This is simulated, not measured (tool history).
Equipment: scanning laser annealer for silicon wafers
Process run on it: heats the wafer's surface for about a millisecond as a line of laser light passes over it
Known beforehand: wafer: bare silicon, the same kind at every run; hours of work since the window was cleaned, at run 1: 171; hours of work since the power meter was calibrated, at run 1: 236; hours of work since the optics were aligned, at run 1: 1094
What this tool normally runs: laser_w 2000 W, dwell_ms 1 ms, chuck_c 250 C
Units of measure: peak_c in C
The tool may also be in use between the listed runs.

| run | hour | laser_w | dwell_ms | chuck_c | hours of work since the window was cleaned | hours of work since the power meter was calibrated | hours of work since the optics were aligned | peak_c |
|---|---|---|---|---|---|---|---|---|
| 1 | 0 | 2000 | 1 | 250 | 171 | 236 | 1094 | 996 |
| 2 | 5.8 | 2000 | 1 | 250 | 174 | 239 | 1097 | 995 |
| 3 | 16.9 | 2000 | 1 | 250 | 179 | 244 | 1102 | 998 |
| 4 | 30 | 2000 | 1 | 250 | 185 | 250 | 1108 | 993 |
| 5 | 41 | 2000 | 1 | 250 | 190 | 255 | 1113 | 994 |
| 6 | 51.5 | 2000 | 1 | 280 | 194 | 260 | 1118 | 1025 |
| 7 | 62.2 | 2000 | 1 | 280 | 199 | 264 | 1122 | 1025 |
| 8 | 73.2 | 2000 | 1 | 280 | 204 | 269 | 1127 | 1022 |
| 9 | 84.1 | 2000 | 1 | 280 | 209 | 274 | 1132 | 1028 |
| 10 | 92.8 | 2000 | 1 | 280 | 213 | 278 | 1136 | 1030 |
| 11 | 99.4 | 2000 | 1 | 280 | 216 | 281 | 1139 | 1027 |
| 12 | 108.7 | 2000 | 1 | 280 | 220 | 286 | 1144 | 1027 |
| 13 | 114 | 2000 | 1 | 250 | 223 | 288 | 1146 | 998 |
| 14 | 123.6 | 2000 | 1 | 250 | 227 | 292 | 1150 | 999 |
| 15 | 134.3 | 2000 | 1 | 250 | 232 | 297 | 1155 | 993 |
| 16 | 145.1 | 2019 | 1 | 250 | 237 | 302 | 1160 | 1006 |
| 17 | 155.5 | 2019 | 1 | 250 | 242 | 307 | 1165 | 1005 |
| 18 | 162 | 2170 | 1 | 250 | 245 | 310 | 1168 | 1083 |
| 19 | 170.4 | 2170 | 1 | 250 | 248 | 314 | 1172 | 1084 |
| 20 | 181.2 | 2170 | 1 | 250 | 253 | 319 | 1177 | 1083 |
| 21 | 191.9 | 2170 | 1 | 246 | 258 | 323 | 1181 | 1076 |
| 22 | 197.6 | 2170 | 1 | 246 | 261 | 326 | 1184 | 1078 |
| 23 | 204.5 | 2170 | 1 | 246 | 264 | 329 | 1187 | 1076 |
| 24 | 215.9 | 1894 | 1.15 | 246 | 269 | 334 | 1192 | 987 |
| 25 | 224.5 | 2159 | 0.88 | 278 | 273 | 338 | 1196 | 1055 |
| 26 | 237 | 1984 | 0.91 | 239 | 279 | 344 | 1202 | 946 |
| 27 | 243.7 | 1884 | 0.72 | 239 | 282 | 347 | 1205 | 830 |
| 28 | 250.5 | 1884 | 0.72 | 239 | 285 | 350 | 1208 | 828 |
| 29 | 257.7 | 1884 | 0.72 | 236 | 288 | 353 | 1211 | 825 |
| 30 | 265 | 1763 | 0.79 | 237 | 291 | 357 | 1215 | 803 |
| 31 | 270.3 | 1763 | 0.79 | 237 | 294 | 359 | 1217 | 798 |
| 32 | 280.4 | 2000 | 0.84 | 225 | 298 | 364 | 1222 | 912 |
| 33 | 289.4 | 1883 | 1 | 280 | 303 | 368 | 1226 | 968 |
| 34 | 299.9 | 1910 | 0.84 | 250 | 307 | 372 | 1230 | 897 |
| 35 | 309.7 | 1910 | 0.84 | 250 | 312 | 377 | 1235 | 895 |
| 36 | 319.6 | 1910 | 0.84 | 250 | 316 | 381 | 1239 | 896 |
| 37 | 326.4 | 1910 | 0.89 | 249 | 319 | 384 | 1242 | 913 |
| 38 | 333.1 | 1910 | 0.89 | 249 | 322 | 388 | 1246 | 911 |
| 39 | 343.3 | 1910 | 0.89 | 249 | 327 | 392 | 1250 | 913 |
| 40 | 354.6 | 1910 | 0.89 | 249 | 332 | 397 | 1255 | 912 |
| 41 | 363 | 1910 | 0.89 | 249 | 336 | 401 | 1259 | 910 |

3 ways to go on from here, each from the tool as it stands after run 41. What would each give?
| A | 368.6 | 2000 | 0.93 | 250 | 339 | 404 | 1262 | ? |
| B | 368.6 | 2020 | 1 | 273 | 339 | 404 | 1262 | ? |
| C | 368.6 | 1795 | 1.17 | 211 | 339 | 404 | 1262 | ? |

| run | peak_c |
|---|---|
| A | 970 |
| B | 1029 |
| C | 904 |
Stripped of hidden state, with their random variation kept, the same runs would have yielded:
| run | peak_c |
|---|---|
| A | 970 |
| B | 1030 |
| C | 905 |
